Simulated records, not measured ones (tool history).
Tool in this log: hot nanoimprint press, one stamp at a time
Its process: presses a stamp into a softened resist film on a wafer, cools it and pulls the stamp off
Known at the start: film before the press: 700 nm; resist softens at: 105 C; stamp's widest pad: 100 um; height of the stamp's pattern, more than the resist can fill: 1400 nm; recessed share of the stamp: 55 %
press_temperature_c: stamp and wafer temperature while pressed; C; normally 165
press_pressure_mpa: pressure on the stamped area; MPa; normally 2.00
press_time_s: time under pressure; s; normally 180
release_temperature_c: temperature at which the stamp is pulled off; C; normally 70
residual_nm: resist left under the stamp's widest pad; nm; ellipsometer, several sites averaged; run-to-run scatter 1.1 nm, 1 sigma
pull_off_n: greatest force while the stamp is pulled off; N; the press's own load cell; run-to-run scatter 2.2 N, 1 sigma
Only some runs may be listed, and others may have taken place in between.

run	hour	press_temperature_c	press_pressure_mpa	press_time_s	release_temperature_c	residual_nm	pull_off_n
1	0.0	165	2.00	180	70	253.9	124
2	7.8	165	2.00	180	70	255.0	119
3	11.6	165	2.00	180	70	254.6	122
# hour 16.2: plate thermocouple calibrated
4	19.9	165	2.00	180	70	254.0	126
5	27.9	165	2.00	180	70	254.4	123
6	35.7	165	2.00	180	70	255.1	118
7	43.5	165	2.00	180	70	254.9	123
8	48.2	165	3.11	180	70	203.1	124
9	54.2	165	3.11	180	70	203.0	126
10	58.1	165	2.00	180	70	257.4	123
11	62.9	165	2.00	180	70	254.4	119
12	67.9	165	2.00	180	70	256.7	126
13	72.4	165	2.00	180	70	256.7	122
14	81.4	165	2.00	180	70	255.1	119
15	86.8	165	2.00	180	70	255.4	124
# hour 96.1: stamp cleaned and given a new release coat
16	98.2	154	1.83	129	74	475.2	114
17	105.1	154	1.83	129	74	477.8	115
18	112.2	154	1.83	129	74	480.8	111
19	120.4	158	2.49	241	56	286.7	150
20	126.0	165	2.99	265	70	178.3	120
21	132.9	165	2.99	265	70	179.7	118
22	136.7	165	2.99	265	70	179.6	117
23	144.4	165	1.58	180	71	289.7	121
24	151.5	165	1.24	268	71	283.4	119
25	157.3	165	2.13	344	59	192.0	143
26	166.1	174	1.54	269	70	174.7	122
27	170.6	165	2.00	160	70	273.9	120
# hour 171.4: gauge calibrated
28	175.1	165	2.00	130	70	285.8	125
29	183.6	170	3.05	224	77	150.1	109
30	188.4	170	3.05	224	77	148.0	106

Some steps in residual_nm between neighbouring runs. How much of each would the tool show without its hidden state too (settings, what came in, random variation), and how much is left for the hidden state, with any gauge scatter that isn't in both results?
The hidden state here: true temperature over the reading, C; pressure that arrives at the usual setting, %; grip of the stamp's worn release coat, % over a new coat's; drift of the gauge itself on residual_nm, %; drift of the gauge itself on pull_off_n, %.
Run 15 -> 16: press_temperature_c 165 -> 154, press_pressure_mpa 2.00 -> 1.83, press_time_s 180 -> 129, release_temperature_c 70 -> 74, stamp cleaned and given a new release coat. residual_nm +219.8 nm: hidden state +3.2, all else +216.6.
Run 18 -> 19: press_temperature_c 154 -> 158, press_pressure_mpa 1.83 -> 2.49, press_time_s 129 -> 241, release_temperature_c 74 -> 56. residual_nm -194.1 nm: hidden state -2.7, all else -191.4.
Run 27 -> 28: press_time_s 160 -> 130, gauge calibrated. residual_nm +11.9 nm: hidden state -6.6, all else +18.5.
Run 28 -> 29: press_temperature_c 165 -> 170, press_pressure_mpa 2.00 -> 3.05, press_time_s 130 -> 224, release_temperature_c 70 -> 77. residual_nm -135.7 nm: hidden state +0.2, all else -135.9.
